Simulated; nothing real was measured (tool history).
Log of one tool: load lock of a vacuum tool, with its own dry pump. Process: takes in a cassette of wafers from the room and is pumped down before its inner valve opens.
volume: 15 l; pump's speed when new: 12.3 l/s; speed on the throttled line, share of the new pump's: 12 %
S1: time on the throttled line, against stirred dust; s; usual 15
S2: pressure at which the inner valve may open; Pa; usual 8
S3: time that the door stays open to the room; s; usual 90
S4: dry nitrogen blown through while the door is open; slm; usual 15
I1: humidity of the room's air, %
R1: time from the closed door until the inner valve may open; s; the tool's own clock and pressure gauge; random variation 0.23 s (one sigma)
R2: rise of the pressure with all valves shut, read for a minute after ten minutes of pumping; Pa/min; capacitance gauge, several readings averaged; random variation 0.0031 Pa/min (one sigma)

{"run": 1, "hour": 0.0, "S1": 15, "S2": 8, "S3": 90, "S4": 15, "I1": 45.5, "R1": 25.2, "R2": 0.078}
{"run": 2, "hour": 185.4, "S1": 15, "S2": 8, "S3": 90, "S4": 15, "I1": 44.3, "R1": 25.0, "R2": 0.077}
{"run": 3, "hour": 357.8, "S1": 15, "S2": 8, "S3": 90, "S4": 15, "I1": 45.6, "R1": 25.6, "R2": 0.087}
{"run": 4, "hour": 545.7, "S1": 15, "S2": 8, "S3": 90, "S4": 15, "I1": 43.7, "R1": 25.6, "R2": 0.087}
{"run": 5, "hour": 687.9, "S1": 13, "S2": 8, "S3": 90, "S4": 15, "I1": 46.1, "R1": 24.0, "R2": 0.089}
{"run": 6, "hour": 768.5, "S1": 15, "S2": 8, "S3": 45, "S4": 15, "I1": 43.2, "R1": 25.5, "R2": 0.071}
{"run": 7, "hour": 942.5, "S1": 15, "S2": 8, "S3": 45, "S4": 15, "I1": 48.4, "R1": 25.3, "R2": 0.079}
{"run": 8, "hour": 1035.4, "S1": 23, "S2": 8, "S3": 90, "S4": 15, "I1": 41.7, "R1": 32.7, "R2": 0.088}
{"run": 9, "hour": 1135.5, "S1": 15, "S2": 14, "S3": 90, "S4": 15, "I1": 44.0, "R1": 25.0, "R2": 0.088}
{"run": 10, "hour": 1277.8, "S1": 15, "S2": 14, "S3": 90, "S4": 15, "I1": 47.5, "R1": 24.9, "R2": 0.094}
{"run": 11, "hour": 1379.9, "S1": 15, "S2": 14, "S3": 90, "S4": 15, "I1": 43.5, "R1": 24.8, "R2": 0.093}
{"run": 12, "hour": 1525.6, "S1": 15, "S2": 8, "S3": 90, "S4": 15, "I1": 46.8, "R1": 25.5, "R2": 0.097}
{"run": 13, "hour": 1674.2, "S1": 15, "S2": 12, "S3": 90, "S4": 15, "I1": 45.5, "R1": 25.0, "R2": 0.094}
{"run": 14, "hour": 1842.1, "S1": 15, "S2": 12, "S3": 90, "S4": 15, "I1": 46.4, "R1": 25.2, "R2": 0.097}
{"run": 15, "hour": 1942.8, "S1": 8, "S2": 12, "S3": 90, "S4": 15, "I1": 44.3, "R1": 18.9, "R2": 0.097}
{"run": 16, "hour": 2119.7, "S1": 15, "S2": 14, "S3": 90, "S4": 15, "I1": 47.9, "R1": 25.1, "R2": 0.105}
{"run": 17, "hour": 2229.6, "S1": 15, "S2": 14, "S3": 90, "S4": 15, "I1": 46.1, "R1": 25.4, "R2": 0.099}
{"run": 18, "hour": 2397.5, "S1": 15, "S2": 8, "S3": 90, "S4": 15, "I1": 43.7, "R1": 26.3, "R2": 0.103}
{"run": 19, "hour": 2578.8, "S1": 10, "S2": 8, "S3": 90, "S4": 15, "I1": 44.0, "R1": 21.7, "R2": 0.103}
{"run": 20, "hour": 2753.5, "S1": 10, "S2": 8, "S3": 90, "S4": 15, "I1": 42.3, "R1": 21.5, "R2": 0.104}
{"run": 21, "hour": 2900.4, "S1": 15, "S2": 10, "S3": 237, "S4": 14, "I1": 45.9, "R1": 25.4, "R2": 0.129}
{"run": 22, "hour": 2996.4, "S1": 15, "S2": 8, "S3": 135, "S4": 15, "I1": 42.0, "R1": 25.7, "R2": 0.121}
{"run": 23, "hour": 3130.0, "S1": 15, "S2": 6, "S3": 37, "S4": 29, "I1": 45.8, "R1": 26.2, "R2": 0.087}
{"run": 24, "hour": 3272.0, "S1": 15, "S2": 6, "S3": 37, "S4": 29, "I1": 42.1, "R1": 25.8, "R2": 0.082}
{"run": 25, "hour": 3424.6, "S1": 8, "S2": 15, "S3": 228, "S4": 10, "I1": 45.9, "R1": 18.8, "R2": 0.149}
{"run": 26, "hour": 3573.2, "S1": 9, "S2": 16, "S3": 40, "S4": 8, "I1": 42.4, "R1": 19.8, "R2": 0.107}
{"run": 27, "hour": 3723.3, "S1": 9, "S2": 12, "S3": 32, "S4": 8, "I1": 45.6, "R1": 20.1, "R2": 0.109}
{"run": 28, "hour": 3806.7, "S1": 9, "S2": 14, "S3": 180, "S4": 8, "I1": 46.0, "R1": 19.7, "R2": 0.152}
{"run": 29, "hour": 3914.1, "S1": 15, "S2": 10, "S3": 90, "S4": 15, "I1": 44.9, "R1": 25.8, "R2": 0.117}
{"run": 30, "hour": 4065.7, "S1": 15, "S2": 10, "S3": 90, "S4": 15, "I1": 42.1, "R1": 25.3, "R2": 0.122}
{"run": 31, "hour": 4218.7, "S1": 15, "S2": 8, "S3": 90, "S4": 9, "I1": 45.0, "R1": 26.0, "R2": 0.136}
{"run": 32, "hour": 4326.7, "S1": 11, "S2": 9, "S3": 61, "S4": 4, "I1": 47.8, "R1": 22.0, "R2": 0.147}

Run 33 comes next. What will it give?
{"run": 33, "hour": 4474.1, "S1": 19, "S2": 8, "S3": 90, "S4": 15, "I1": 46.1, "R1": "?", "R2": "?"}

Run 33 gave R1 30.1 s, R2 0.130 Pa/min.
Without the tool's hidden state the same run would have given R1 28.9 s, R2 0.067 Pa/min.

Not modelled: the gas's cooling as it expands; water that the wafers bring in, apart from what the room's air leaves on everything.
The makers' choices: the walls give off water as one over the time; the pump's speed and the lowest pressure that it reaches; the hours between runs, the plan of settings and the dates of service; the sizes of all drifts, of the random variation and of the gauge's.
